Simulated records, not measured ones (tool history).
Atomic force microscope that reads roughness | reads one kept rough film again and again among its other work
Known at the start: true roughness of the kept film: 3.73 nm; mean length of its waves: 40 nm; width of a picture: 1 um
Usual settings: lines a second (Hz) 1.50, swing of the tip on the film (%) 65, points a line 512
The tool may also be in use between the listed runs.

run	hour	lines a second (Hz)	swing of the tip on the film (%)	points a line	roughness of the kept film (nm (root mean square))
1	0.0	1.50	65	512	3.246
2	5.0	1.50	65	512	3.214
3	11.4	1.50	65	512	3.193
4	22.0	1.50	65	512	3.150
5	30.2	1.50	65	512	3.142
6	39.1	1.50	65	512	3.096
7	43.9	1.50	65	512	3.084
8	48.9	1.50	65	512	3.048
9	58.9	1.50	65	259	3.017
10	68.0	1.50	65	259	2.987
11	78.6	1.00	65	512	2.994
12	88.6	1.00	65	512	2.985
13	94.8	1.50	65	512	2.899
14	105.1	1.50	65	512	2.898
15	109.7	1.50	65	512	2.863
16	119.9	1.50	65	512	2.824
17	130.3	1.50	65	512	2.799
18	137.3	1.50	65	852	2.786
19	145.2	1.50	65	512	2.786
20	149.8	1.50	65	512	2.761
21	157.5	1.50	65	512	2.726
22	166.6	1.50	65	512	2.704
23	171.6	2.14	65	512	2.652
24	177.6	1.50	65	512	2.664
25	184.3	1.50	65	512	2.665
26	189.9	1.50	65	442	2.630
27	194.6	1.50	65	442	2.634
28	204.9	0.51	85	315	2.596
29	215.6	0.51	85	315	2.568
30	220.3	0.51	85	315	2.565
31	230.6	0.51	70	344	2.598
32	235.2	0.87	85	1000	2.515
33	239.7	1.75	85	1000	2.333
34	245.6	1.75	85	1000	2.330
35	255.5	1.75	85	1000	2.293
36	263.4	0.73	61	512	2.517
# hour 271.0: new tip fitted
37	272.7	0.73	61	512	3.335
38	280.0	0.67	65	512	3.280
39	287.2	0.67	84	512	3.184
40	296.9	1.50	57	392	3.226
41	307.2	1.50	57	392	3.183
42	313.2	2.41	86	336	2.716
43	318.1	2.81	78	847	2.812
44	326.0	1.50	65	906	3.069
45	331.2	1.50	89	727	2.794
46	341.7	0.62	62	512	3.107
47	346.1	0.62	78	350	2.989
48	354.9	0.62	78	350	2.981
49	361.7	2.91	65	313	2.849
50	370.1	3.11	61	517	2.858
51	376.1	0.66	75	512	2.926
52	383.8	0.66	75	512	2.899
53	394.3	0.66	75	512	2.860
54	402.4	0.69	68	280	2.839

3 ways to go on from here, each from the tool as it stands after run 54. What would each give?
A	408.3	1.83	65	280	?
B	408.3	0.77	68	420	?
C	408.3	1.50	85	512	?

run	roughness of the kept film (nm (root mean square))
A	2.751
B	2.836
C	2.642
Without the tool's hidden state the same runs would have given:
run	roughness of the kept film (nm (root mean square))
A	3.232
B	3.330
C	3.103
